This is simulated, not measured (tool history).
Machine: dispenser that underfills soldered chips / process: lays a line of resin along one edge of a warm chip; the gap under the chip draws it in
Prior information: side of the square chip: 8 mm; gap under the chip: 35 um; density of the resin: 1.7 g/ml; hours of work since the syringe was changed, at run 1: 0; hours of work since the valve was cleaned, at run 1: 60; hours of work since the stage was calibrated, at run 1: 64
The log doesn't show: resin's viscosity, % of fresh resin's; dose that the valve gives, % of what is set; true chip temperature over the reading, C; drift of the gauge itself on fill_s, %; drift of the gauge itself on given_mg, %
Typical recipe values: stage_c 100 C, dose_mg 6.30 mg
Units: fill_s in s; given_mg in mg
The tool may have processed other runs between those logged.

| run | hour | stage_c | dose_mg | hours of work since the syringe was changed | hours of work since the valve was cleaned | hours of work since the stage was calibrated | fill_s | given_mg |
|---|---|---|---|---|---|---|---|---|
| 1 | 0.0 | 100 | 6.30 | 0 | 60 | 64 | 84.8 | 6.19 |
| 2 | 7.6 | 100 | 6.12 | 5 | 65 | 69 | 111.3 | 6.08 |
|  | 8.5 | new syringe of resin |
|  | 17.4 | new syringe of resin |
| 3 | 17.4 | 100 | 6.12 | 0 | 71 | 75 | 82.6 | 5.96 |
| 4 | 25.4 | 100 | 6.12 | 5 | 76 | 80 | 109.5 | 6.02 |
|  | 26.2 | new syringe of resin |
| 5 | 30.2 | 100 | 7.06 | 3 | 79 | 83 | 96.0 | 6.93 |
|  | 35.3 | new syringe of resin |
| 6 | 36.3 | 100 | 7.06 | 1 | 83 | 87 | 83.5 | 6.88 |
|  | 44.5 | new syringe of resin |
| 7 | 45.4 | 100 | 7.06 | 1 | 89 | 93 | 83.7 | 6.92 |
| 8 | 51.6 | 100 | 7.03 | 5 | 93 | 97 | 105.0 | 6.87 |
|  | 53.1 | new syringe of resin |
| 9 | 56.9 | 113 | 7.69 | 2 | 96 | 100 | 66.9 | 7.53 |
|  | 61.8 | new syringe of resin |
| 10 | 61.8 | 113 | 7.69 | 0 | 99 | 103 | 58.2 | 7.45 |
| 11 | 68.9 | 113 | 7.69 | 5 | 103 | 107 | 76.0 | 7.46 |
|  | 70.9 | new syringe of resin |
| 12 | 77.0 | 113 | 7.69 | 4 | 108 | 112 | 70.6 | 7.49 |
|  | 80.0 | new syringe of resin |
| 13 | 81.8 | 113 | 7.69 | 1 | 111 | 115 | 60.9 | 7.50 |
|  | 89.0 | new syringe of resin |
| 14 | 90.4 | 111 | 7.00 | 1 | 117 | 121 | 64.4 | 6.77 |

Measured minus without-hidden-state, run by run (identical run-to-run variation in each term; gauge scatter may differ):
| run | fill_s | given_mg |
|---|---|---|
| 1 | +0.8 | -0.10 |
| 2 | +27.3 | -0.11 |
| 3 | -1.2 | -0.12 |
| 4 | +25.9 | -0.13 |
| 5 | +12.2 | -0.15 |
| 6 | +0.9 | -0.16 |
| 7 | +1.9 | -0.18 |
| 8 | +22.8 | -0.18 |
| 9 | +8.2 | -0.20 |
| 10 | -0.5 | -0.21 |
| 11 | +16.5 | -0.23 |
| 12 | +12.1 | -0.23 |
| 13 | +3.1 | -0.24 |
| 14 | +2.0 | -0.24 |
